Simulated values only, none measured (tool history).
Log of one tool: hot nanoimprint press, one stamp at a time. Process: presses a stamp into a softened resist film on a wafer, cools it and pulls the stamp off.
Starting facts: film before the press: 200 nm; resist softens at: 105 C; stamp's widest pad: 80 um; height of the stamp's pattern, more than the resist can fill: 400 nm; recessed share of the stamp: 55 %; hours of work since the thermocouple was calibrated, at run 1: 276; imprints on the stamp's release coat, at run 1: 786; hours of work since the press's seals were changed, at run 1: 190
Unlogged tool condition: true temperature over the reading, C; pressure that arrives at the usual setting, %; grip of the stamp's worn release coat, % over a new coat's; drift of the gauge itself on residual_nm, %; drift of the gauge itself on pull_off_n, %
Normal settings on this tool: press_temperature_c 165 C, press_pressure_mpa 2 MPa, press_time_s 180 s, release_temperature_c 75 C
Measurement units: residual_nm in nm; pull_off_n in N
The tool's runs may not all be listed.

| run | hour | press_temperature_c | press_pressure_mpa | press_time_s | release_temperature_c | hours of work since the thermocouple was calibrated | imprints on the stamp's release coat | hours of work since the press's seals were changed | residual_nm | pull_off_n |
|---|---|---|---|---|---|---|---|---|---|---|
| 1 | 0 | 165 | 2 | 180 | 75 | 276 | 786 | 190 | 109.2 | 210 |
| 2 | 29.5 | 165 | 2 | 180 | 75 | 289 | 857 | 204 | 109.5 | 211 |
| 3 | 45.1 | 165 | 2 | 180 | 68 | 296 | 894 | 210 | 108.7 | 238 |
| 4 | 76.3 | 165 | 2 | 180 | 68 | 310 | 969 | 224 | 110.4 | 243 |
| 5 | 94.3 | 165 | 2 | 180 | 75 | 318 | 1013 | 232 | 109.4 | 211 |
| 6 | 113.8 | 165 | 2 | 180 | 75 | 326 | 1060 | 241 | 109.3 | 200 |
| 7 | 145.3 | 165 | 2 | 180 | 75 | 340 | 1136 | 255 | 109.3 | 209 |
| 8 | 177.3 | 165 | 2 | 180 | 65 | 355 | 1213 | 269 | 109.1 | 257 |
| 9 | 200 | 165 | 2 | 180 | 65 | 365 | 1267 | 280 | 108.7 | 255 |
| 10 | 227.8 | 165 | 3 | 180 | 75 | 377 | 1334 | 292 | 90.7 | 212 |
| 11 | 261.9 | 165 | 2 | 180 | 75 | 392 | 1417 | 307 | 109.2 | 210 |
|  | 296.2 | stamp cleaned and given a new release coat |
| 12 | 296.2 | 165 | 2 | 180 | 75 | 405 | 0 | 320 | 109.7 | 206 |
| 13 | 325.1 | 165 | 2 | 180 | 73 | 418 | 69 | 333 | 109.7 | 217 |
| 14 | 348.2 | 165 | 2.99 | 180 | 70 | 428 | 125 | 343 | 90.6 | 233 |
| 15 | 377.3 | 157 | 2.99 | 180 | 70 | 441 | 195 | 356 | 132 | 232 |
| 16 | 411.8 | 165 | 1.43 | 180 | 75 | 457 | 278 | 371 | 125.5 | 199 |
| 17 | 443 | 165 | 1.43 | 180 | 75 | 470 | 353 | 385 | 124.6 | 212 |
| 18 | 475.3 | 165 | 1.43 | 180 | 75 | 485 | 431 | 399 | 125.7 | 207 |
|  | 501.8 | plate thermocouple calibrated |
| 19 | 509.4 | 165 | 1.43 | 180 | 75 | 3 | 506 | 413 | 125.6 | 206 |
| 20 | 540.2 | 167 | 1.43 | 316 | 75 | 17 | 580 | 427 | 96.1 | 203 |
| 21 | 574.1 | 165 | 1.49 | 180 | 75 | 32 | 662 | 442 | 123.5 | 210 |
| 22 | 599.7 | 165 | 1.49 | 288 | 75 | 44 | 724 | 454 | 106.8 | 208 |
| 23 | 615 | 165 | 1.49 | 288 | 75 | 50 | 760 | 460 | 107.3 | 211 |
| 24 | 633.1 | 174 | 2.03 | 221 | 75 | 59 | 804 | 468 | 64.7 | 209 |
| 25 | 650.9 | 176 | 2 | 180 | 75 | 66 | 847 | 476 | 64.6 | 210 |

Below are 3 alternative next runs, each starting from the tool's condition after run 25. Predict each:
| A | 685.7 | 175 | 2.58 | 180 | 75 | 82 | 931 | 492 | ? | ? |
| B | 685.7 | 165 | 2.63 | 105 | 75 | 82 | 931 | 492 | ? | ? |
| C | 685.7 | 165 | 2.41 | 180 | 75 | 82 | 931 | 492 | ? | ? |

| run | residual_nm | pull_off_n |
|---|---|---|
| A | 59.5 | 205 |
| B | 114.4 | 205 |
| C | 101.2 | 205 |
With no hidden state in the tool, these same runs would have given:
| run | residual_nm | pull_off_n |
|---|---|---|
| A | 59.5 | 204 |
| B | 114.5 | 204 |
| C | 101.2 | 204 |
